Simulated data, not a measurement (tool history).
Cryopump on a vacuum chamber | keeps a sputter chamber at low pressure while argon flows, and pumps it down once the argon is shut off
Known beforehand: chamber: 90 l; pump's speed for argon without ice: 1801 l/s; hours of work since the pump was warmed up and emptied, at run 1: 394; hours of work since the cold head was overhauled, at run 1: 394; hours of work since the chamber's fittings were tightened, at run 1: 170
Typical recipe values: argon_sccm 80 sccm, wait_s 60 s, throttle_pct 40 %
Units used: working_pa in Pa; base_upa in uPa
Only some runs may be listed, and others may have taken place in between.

run,day,argon_sccm,wait_s,throttle_pct,hours of work since the pump was warmed up and emptied,hours of work since the cold head was overhauled,hours of work since the chamber's fittings were tightened,working_pa,base_upa
1,0.000,80,60,40,394,394,170,0.1936,0.92
2,1.312,61,60,40,421,421,197,0.1470,0.94
3,2.458,61,60,40,444,444,221,0.1474,1.03
4,3.312,52,60,40,462,462,238,0.1251,0.98
5,4.383,52,60,40,484,484,260,0.1251,1.05
6,5.683,52,60,40,510,510,287,0.1256,1.09
7,6.421,52,60,40,525,525,302,0.1260,1.07
8,7.533,80,60,40,548,548,325,0.1949,1.09
9,8.242,80,210,40,563,563,339,0.1957,0.75
10,9.346,80,210,40,586,586,362,0.1960,0.74
11,10.679,80,147,40,613,613,389,0.1953,0.88
12,11.600,80,79,40,632,632,408,0.1970,1.06
13,12.662,80,60,40,654,654,430,0.1965,1.22
14,13.925,80,60,40,679,679,456,0.1975,1.24
15,14.596,80,24,40,693,693,470,0.1965,2.09
16,15.879,86,227,30,720,720,496,0.2799,0.90
17,16.767,80,65,35,738,738,514,0.2246,1.29
18,18.100,60,65,35,765,765,542,0.1689,1.28
19,19.046,60,65,35,784,784,561,0.1694,1.36
20,19.904,62,197,23,802,802,579,0.2632,1.03

What does the tool deliver on the next run?
21,20.733,130,54,40,819,819,596,?,?

working_pa: 0.3244 Pa
base_upa: 1.53 uPa
Minus the tool's unlogged condition, the same run would have read working_pa 0.3065 Pa, base_upa 0.81 uPa.

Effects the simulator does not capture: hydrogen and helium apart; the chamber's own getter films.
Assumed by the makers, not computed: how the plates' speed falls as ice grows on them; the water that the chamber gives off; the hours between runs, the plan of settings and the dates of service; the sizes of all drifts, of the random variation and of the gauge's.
